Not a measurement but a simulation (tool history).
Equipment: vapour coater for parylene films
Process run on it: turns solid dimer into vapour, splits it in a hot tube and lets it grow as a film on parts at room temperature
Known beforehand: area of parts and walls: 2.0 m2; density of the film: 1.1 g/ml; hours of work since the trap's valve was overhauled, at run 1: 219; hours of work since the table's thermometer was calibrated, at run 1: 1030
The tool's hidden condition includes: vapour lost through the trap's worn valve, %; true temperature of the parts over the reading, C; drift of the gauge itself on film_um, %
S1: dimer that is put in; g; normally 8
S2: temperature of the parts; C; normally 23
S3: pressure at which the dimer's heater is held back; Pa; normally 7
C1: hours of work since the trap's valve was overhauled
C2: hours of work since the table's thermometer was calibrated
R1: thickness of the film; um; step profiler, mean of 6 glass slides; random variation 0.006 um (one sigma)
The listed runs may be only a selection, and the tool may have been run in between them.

Run 1, hour 0: usual settings; C1 219; C2 1030. Result: R1 2.382 um.
Run 2, hour 39.4: usual settings but S3 3.83 Pa; C1 245; C2 1057. Result: R1 2.479 um.
Run 3, hour 74.9: usual settings; C1 269; C2 1081. Result: R1 2.372 um.
Run 4, hour 113.7: usual settings; C1 296; C2 1107. Result: R1 2.357 um.
Run 5, hour 139.3: usual settings; C1 313; C2 1124. Result: R1 2.354 um.
Run 6, hour 163.8: usual settings; C1 329; C2 1140. Result: R1 2.359 um.
Run 7, hour 205: usual settings; C1 357; C2 1168. Result: R1 2.338 um.
Run 8, hour 239.9: usual settings; C1 381; C2 1192. Result: R1 2.339 um.
Run 9, hour 282.2: usual settings; C1 409; C2 1220. Result: R1 2.34 um.
At hour 300.6: trap's valve overhauled.
Run 10, hour 305.9: usual settings but S3 6.88 Pa; C1 4; C2 1233. Result: R1 2.466 um.
Run 11, hour 339: usual settings but S3 6.88 Pa; C1 26; C2 1256. Result: R1 2.47 um.
Run 12, hour 380.9: usual settings but S3 6.88 Pa; C1 54; C2 1284. Result: R1 2.451 um.
Run 13, hour 423.5: usual settings but S2 16 C; C1 83; C2 1313. Result: R1 3.223 um.
Run 14, hour 451.7: usual settings but S2 21 C; C1 102; C2 1332. Result: R1 2.635 um.
Run 15, hour 470.5: usual settings but S1 13 g, S2 22 C, S3 3.16 Pa; C1 114; C2 1344. Result: R1 4.392 um.
Run 16, hour 501: usual settings but S1 13 g, S2 22 C, S3 3.16 Pa; C1 135; C2 1365. Result: R1 4.362 um.
Run 17, hour 531.1: usual settings but S1 12 g, S2 19 C; C1 155; C2 1385. Result: R1 4.277 um.
Run 18, hour 562.7: usual settings but S1 12 g, S2 25 C, S3 5.62 Pa; C1 177; C2 1407. Result: R1 3.401 um.
Run 19, hour 602.1: usual settings but S2 17 C; C1 203; C2 1433. Result: R1 3.06 um.
Run 20, hour 624.1: usual settings but S2 17 C, S3 7.87 Pa; C1 218; C2 1448. Result: R1 3.032 um.
Run 21, hour 658.6: usual settings but S3 2.19 Pa; C1 241; C2 1471. Result: R1 2.632 um.
Run 22, hour 680.3: usual settings but S3 2.19 Pa; C1 256; C2 1486. Result: R1 2.623 um.
Run 23, hour 705: usual settings but S1 5 g; C1 272; C2 1502. Result: R1 1.497 um.
Run 24, hour 731.6: usual settings but S2 28 C, S3 9.52 Pa; C1 290; C2 1520. Result: R1 1.913 um.
Run 25, hour 760.5: usual settings but S2 28 C, S3 9.52 Pa; C1 310; C2 1540. Result: R1 1.917 um.

Consider 3 possible next runs. They are alternatives, not a sequence: every one starts from the tool as it was left by run 25. What does each give?
Run A, hour 781: usual settings but S2 22 C, S3 2.58 Pa; C1 324; C2 1554. Result: R1 ?.
Run B, hour 781: usual settings but S1 4 g, S2 28 C, S3 9.52 Pa; C1 324; C2 1554. Result: R1 ?.
Run C, hour 781: usual settings but S1 6 g, S2 32 C, S3 3.61 Pa; C1 324; C2 1554. Result: R1 ?.

run     R1
  A  2.689
  B   0.97
  C  1.327
Had the tool no hidden state, the same runs would have come out as:
run     R1
  A  2.656
  B  0.958
  C  1.311
